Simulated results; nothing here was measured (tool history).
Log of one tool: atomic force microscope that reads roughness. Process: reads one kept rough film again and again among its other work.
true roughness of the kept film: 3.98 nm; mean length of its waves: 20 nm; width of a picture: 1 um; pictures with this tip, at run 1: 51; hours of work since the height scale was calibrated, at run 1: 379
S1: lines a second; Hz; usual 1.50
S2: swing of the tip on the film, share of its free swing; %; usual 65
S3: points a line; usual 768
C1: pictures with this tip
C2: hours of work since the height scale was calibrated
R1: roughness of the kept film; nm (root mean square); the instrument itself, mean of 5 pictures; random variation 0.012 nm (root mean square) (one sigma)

| run | hour | S1 | S2 | S3 | C1 | C2 | R1 |
|---|---|---|---|---|---|---|---|
| 1 | 0.0 | 1.50 | 65 | 768 | 51 | 379 | 2.087 |
| 2 | 14.1 | 1.50 | 65 | 768 | 70 | 387 | 1.930 |
| 3 | 34.0 | 1.50 | 62 | 768 | 98 | 399 | 1.751 |
| 4 | 46.9 | 1.50 | 62 | 768 | 115 | 406 | 1.646 |
| 5 | 64.4 | 1.50 | 62 | 768 | 139 | 416 | 1.538 |
|  | 78.0 | new tip fitted |
| 6 | 84.3 | 2.14 | 65 | 768 | 8 | 428 | 2.464 |
| 7 | 109.3 | 1.50 | 84 | 768 | 42 | 443 | 1.988 |
| 8 | 120.7 | 1.50 | 84 | 768 | 58 | 449 | 1.873 |
| 9 | 143.0 | 1.50 | 63 | 768 | 88 | 462 | 1.811 |
| 10 | 165.7 | 1.50 | 63 | 768 | 119 | 476 | 1.643 |
| 11 | 179.0 | 0.51 | 65 | 768 | 137 | 484 | 1.597 |
|  | 194.3 | new tip fitted |
| 12 | 202.5 | 0.51 | 65 | 768 | 11 | 497 | 2.634 |
| 13 | 218.1 | 0.51 | 65 | 768 | 32 | 506 | 2.400 |
| 14 | 229.2 | 0.51 | 65 | 768 | 47 | 513 | 2.251 |
| 15 | 248.4 | 0.51 | 65 | 768 | 73 | 524 | 2.021 |
| 16 | 263.4 | 0.51 | 65 | 768 | 94 | 533 | 1.885 |
| 17 | 287.4 | 0.51 | 65 | 768 | 126 | 547 | 1.678 |
|  | 310.7 | new tip fitted |
| 18 | 312.8 | 0.51 | 65 | 768 | 3 | 562 | 2.767 |
| 19 | 330.7 | 0.51 | 65 | 768 | 27 | 572 | 2.450 |
| 20 | 351.9 | 0.51 | 65 | 768 | 56 | 585 | 2.151 |
| 21 | 366.1 | 0.51 | 65 | 768 | 75 | 593 | 2.021 |
| 22 | 392.5 | 1.31 | 74 | 768 | 111 | 609 | 1.693 |
| 23 | 407.9 | 0.54 | 74 | 803 | 132 | 618 | 1.649 |
| 24 | 421.1 | 0.80 | 77 | 258 | 150 | 626 | 1.491 |
|  | 427.8 | new tip fitted |
| 25 | 432.3 | 0.80 | 69 | 258 | 6 | 632 | 2.600 |

Forecast run 26:
| 26 | 448.3 | 1.50 | 87 | 865 | 28 | 641 | ? |

Run 26 gave R1 2.203 nm (root mean square).
Without the tool's hidden state the same run would have given R1 2.494 nm (root mean square).

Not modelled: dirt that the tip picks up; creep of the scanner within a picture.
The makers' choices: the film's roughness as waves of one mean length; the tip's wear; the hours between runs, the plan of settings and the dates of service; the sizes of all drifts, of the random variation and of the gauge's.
